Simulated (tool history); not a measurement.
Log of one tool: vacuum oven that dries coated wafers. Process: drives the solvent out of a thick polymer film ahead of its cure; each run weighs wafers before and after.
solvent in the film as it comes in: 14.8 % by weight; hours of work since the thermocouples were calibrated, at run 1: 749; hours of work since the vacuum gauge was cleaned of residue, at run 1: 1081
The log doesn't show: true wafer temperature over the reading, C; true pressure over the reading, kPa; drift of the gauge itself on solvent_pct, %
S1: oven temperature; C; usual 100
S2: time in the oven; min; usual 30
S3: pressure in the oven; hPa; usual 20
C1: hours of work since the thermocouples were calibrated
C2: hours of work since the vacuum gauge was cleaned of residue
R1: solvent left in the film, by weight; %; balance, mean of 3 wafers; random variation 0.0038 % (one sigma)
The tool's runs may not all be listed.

run,hour,S1,S2,S3,C1,C2,R1
1,0,100,30,20,749,1081,0.88
2,29.9,100,30,20,772,1104,0.863
3,63.7,100,30,20,799,1130,0.872
# hour 105.6: vacuum gauge cleaned of residue and calibrated
4,111.4,100,30,20,835,5,0.812
5,156.7,100,30,20,870,40,0.809
6,222.3,100,30,20,921,91,0.811
7,262.6,100,30,10.3,953,122,0.588
8,294,100,30,20,977,147,0.807
9,322.7,100,27,56.1,1000,169,1.753
10,360.3,104,16,13,1029,199,1.581
11,404.9,104,16,13,1064,233,1.57
12,455.1,100,25,32.2,1103,273,1.35
13,492.2,106,30,20,1132,302,0.519
14,550.7,100,20,20,1177,347,1.575
15,601.4,100,20,20,1217,387,1.581

Forecast each of these 4 alternatives for the next run:
A,665.5,100,16,20,1267,437,?
B,665.5,100,30,27.1,1267,437,?
C,665.5,93,20,20,1267,437,?
D,665.5,100,49,20,1267,437,?

run,R1
A,2.23
B,0.979
C,2.549
D,0.519
Without the tool's hidden state the same runs would have given:
run,R1
A,2.379
B,1.036
C,2.709
D,0.522
